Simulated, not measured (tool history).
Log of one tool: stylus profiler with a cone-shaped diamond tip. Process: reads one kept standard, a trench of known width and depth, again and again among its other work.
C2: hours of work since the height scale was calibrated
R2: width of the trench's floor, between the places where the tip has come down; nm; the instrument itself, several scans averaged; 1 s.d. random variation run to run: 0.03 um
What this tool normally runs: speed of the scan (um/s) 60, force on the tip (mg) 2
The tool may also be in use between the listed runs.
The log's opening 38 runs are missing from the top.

{"run": 39, "hour": 923.1, "speed of the scan (um/s)": 35, "force on the tip (mg)": 1.94, "scans with this tip": 5051, "C2": 988, "depth of the trench (nm)": 101.57, "R2": 18380}
{"run": 40, "hour": 951.6, "speed of the scan (um/s)": 60, "force on the tip (mg)": 3.11, "scans with this tip": 5160, "C2": 1009, "depth of the trench (nm)": 102.08, "R2": 18290}
{"run": 41, "hour": 984.3, "speed of the scan (um/s)": 60, "force on the tip (mg)": 3.11, "scans with this tip": 5285, "C2": 1034, "depth of the trench (nm)": 102, "R2": 18330}
{"run": 42, "hour": 1008.9, "speed of the scan (um/s)": 60, "force on the tip (mg)": 3.11, "scans with this tip": 5379, "C2": 1052, "depth of the trench (nm)": 102.12, "R2": 18280}
{"run": 43, "hour": 1036.2, "speed of the scan (um/s)": 18, "force on the tip (mg)": 4.07, "scans with this tip": 5483, "C2": 1072, "depth of the trench (nm)": 102.37, "R2": 18480}
{"run": 44, "hour": 1059.8, "speed of the scan (um/s)": 60, "force on the tip (mg)": 1.83, "scans with this tip": 5573, "C2": 1090, "depth of the trench (nm)": 101.52, "R2": 18210}
{"run": 45, "hour": 1090.2, "speed of the scan (um/s)": 60, "force on the tip (mg)": 3.26, "scans with this tip": 5690, "C2": 1113, "depth of the trench (nm)": 102.11, "R2": 18280}
{"run": 46, "hour": 1112.0, "speed of the scan (um/s)": 17, "force on the tip (mg)": 1.11, "scans with this tip": 5773, "C2": 1129, "depth of the trench (nm)": 101.2, "R2": 18440}

Consider 3 possible next runs. They are alternatives, not a sequence: every one starts from the tool as it was left by run 46. What does each give?
{"run": "A", "hour": 1142.2, "speed of the scan (um/s)": 227, "force on the tip (mg)": 2.19, "scans with this tip": 5889, "C2": 1152, "depth of the trench (nm)": "?", "R2": "?"}
{"run": "B", "hour": 1142.2, "speed of the scan (um/s)": 17, "force on the tip (mg)": 4.56, "scans with this tip": 5889, "C2": 1152, "depth of the trench (nm)": "?", "R2": "?"}
{"run": "C", "hour": 1142.2, "speed of the scan (um/s)": 31, "force on the tip (mg)": 5.01, "scans with this tip": 5889, "C2": 1152, "depth of the trench (nm)": "?", "R2": "?"}

run=A depth_of_the_trench_(nm)=101.65 R2=17440
run=B depth_of_the_trench_(nm)=102.57 R2=18430
run=C depth_of_the_trench_(nm)=102.74 R2=18430
The same runs, with their run-to-run variation unchanged, on a tool lacking any hidden condition would have given:
run=A depth_of_the_trench_(nm)=101.34 R2=17690
run=B depth_of_the_trench_(nm)=102.26 R2=18690
run=C depth_of_the_trench_(nm)=102.43 R2=18680
